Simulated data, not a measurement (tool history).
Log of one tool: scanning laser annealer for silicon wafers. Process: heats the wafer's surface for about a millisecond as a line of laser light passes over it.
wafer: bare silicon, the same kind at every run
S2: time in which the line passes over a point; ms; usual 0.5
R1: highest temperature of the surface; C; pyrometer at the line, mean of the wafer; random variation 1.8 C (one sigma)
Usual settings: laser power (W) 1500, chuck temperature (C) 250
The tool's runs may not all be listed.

run 1 hour=0 | laser_power_(W)=1500 S2=0.5 chuck_temperature_(C)=250 | R1=974
run 2 hour=14.4 | laser_power_(W)=1500 S2=0.5 chuck_temperature_(C)=250 | R1=971
run 3 hour=29.4 | laser_power_(W)=1500 S2=0.5 chuck_temperature_(C)=250 | R1=976
run 4 hour=46.3 | laser_power_(W)=1500 S2=0.5 chuck_temperature_(C)=250 | R1=974
run 5 hour=65.4 | laser_power_(W)=1500 S2=0.544 chuck_temperature_(C)=250 | R1=1010
run 6 hour=77.7 | laser_power_(W)=1500 S2=0.544 chuck_temperature_(C)=250 | R1=1012
run 7 hour=92.2 | laser_power_(W)=1500 S2=0.544 chuck_temperature_(C)=269 | R1=1027
run 8 hour=115.5 | laser_power_(W)=1500 S2=0.544 chuck_temperature_(C)=269 | R1=1023
run 9 hour=138.8 | laser_power_(W)=1500 S2=0.544 chuck_temperature_(C)=269 | R1=1026
run 10 hour=154.8 | laser_power_(W)=1500 S2=0.5 chuck_temperature_(C)=245 | R1=964
run 11 hour=182 | laser_power_(W)=1500 S2=0.5 chuck_temperature_(C)=245 | R1=962
run 12 hour=207.3 | laser_power_(W)=1500 S2=0.5 chuck_temperature_(C)=245 | R1=968
run 13 hour=233.7 | laser_power_(W)=1601 S2=0.5 chuck_temperature_(C)=250 | R1=1015
run 14 hour=259.4 | laser_power_(W)=1601 S2=0.5 chuck_temperature_(C)=250 | R1=1014
run 15 hour=281.8 | laser_power_(W)=1335 S2=0.5 chuck_temperature_(C)=250 | R1=891
run 16 hour=299.8 | laser_power_(W)=1500 S2=0.5 chuck_temperature_(C)=250 | R1=966
run 17 hour=313.5 | laser_power_(W)=1500 S2=0.5 chuck_temperature_(C)=250 | R1=964
run 18 hour=332.1 | laser_power_(W)=1500 S2=0.5 chuck_temperature_(C)=250 | R1=966
run 19 hour=348.2 | laser_power_(W)=1295 S2=0.5 chuck_temperature_(C)=250 | R1=870
run 20 hour=362.7 | laser_power_(W)=1500 S2=0.389 chuck_temperature_(C)=250 | R1=869
run 21 hour=385.7 | laser_power_(W)=1500 S2=0.5 chuck_temperature_(C)=250 | R1=966
run 22 hour=414.5 | laser_power_(W)=1500 S2=0.452 chuck_temperature_(C)=250 | R1=924
run 23 hour=441.4 | laser_power_(W)=1630 S2=0.584 chuck_temperature_(C)=222 | R1=1069
run 24 hour=455.6 | laser_power_(W)=1602 S2=0.365 chuck_temperature_(C)=264 | R1=896
run 25 hour=475.7 | laser_power_(W)=1570 S2=0.39 chuck_temperature_(C)=266 | R1=909
run 26 hour=496.4 | laser_power_(W)=1383 S2=0.5 chuck_temperature_(C)=214 | R1=871
run 27 hour=512.3 | laser_power_(W)=1383 S2=0.5 chuck_temperature_(C)=214 | R1=873
run 28 hour=532.4 | laser_power_(W)=1500 S2=0.379 chuck_temperature_(C)=261 | R1=866
run 29 hour=560.6 | laser_power_(W)=1500 S2=0.379 chuck_temperature_(C)=261 | R1=865
run 30 hour=578.1 | laser_power_(W)=1470 S2=0.524 chuck_temperature_(C)=278 | R1=1000
run 31 hour=604.8 | laser_power_(W)=1481 S2=0.523 chuck_temperature_(C)=246 | R1=969
run 32 hour=627 | laser_power_(W)=1481 S2=0.523 chuck_temperature_(C)=246 | R1=969
run 33 hour=643.9 | laser_power_(W)=1379 S2=0.45 chuck_temperature_(C)=262 | R1=877
run 34 hour=656.3 | laser_power_(W)=1627 S2=0.537 chuck_temperature_(C)=241 | R1=1046
run 35 hour=676.6 | laser_power_(W)=1627 S2=0.537 chuck_temperature_(C)=241 | R1=1042
run 36 hour=689.6 | laser_power_(W)=1627 S2=0.537 chuck_temperature_(C)=241 | R1=1043
run 37 hour=705 | laser_power_(W)=1627 S2=0.537 chuck_temperature_(C)=241 | R1=1043
run 38 hour=722.1 | laser_power_(W)=1570 S2=0.5 chuck_temperature_(C)=258 | R1=998
run 39 hour=738.4 | laser_power_(W)=1408 S2=0.405 chuck_temperature_(C)=258 | R1=846
run 40 hour=755.6 | laser_power_(W)=1518 S2=0.424 chuck_temperature_(C)=216 | R1=868
run 41 hour=773.8 | laser_power_(W)=1371 S2=0.567 chuck_temperature_(C)=239 | R1=939
run 42 hour=797.1 | laser_power_(W)=1469 S2=0.368 chuck_temperature_(C)=289 | R1=865

Taken out of this log: 2 entries between the listed runs. Where each belongs, and how the hidden state differs across it:
Between runs 28 and 29: laser's power meter calibrated (hour 537.4)
  light that passes the window, % of a clean one's: 98.32 -> 98.27; laser's true power over the reading, %: 0.12 -> 0.17; width of the line over the set one, %: 3.06 -> 3.08
  measured less the result without the state, R1: -17 -> -17 C
Between runs 30 and 31: laser's power meter calibrated, once more (hour 594)
  light that passes the window, % of a clean one's: 98.24 -> 98.19; laser's true power over the reading, %: 0.17 -> 0.19; width of the line over the set one, %: 3.1 -> 3.13
  measured less the result without the state, R1: -20 -> -21 C
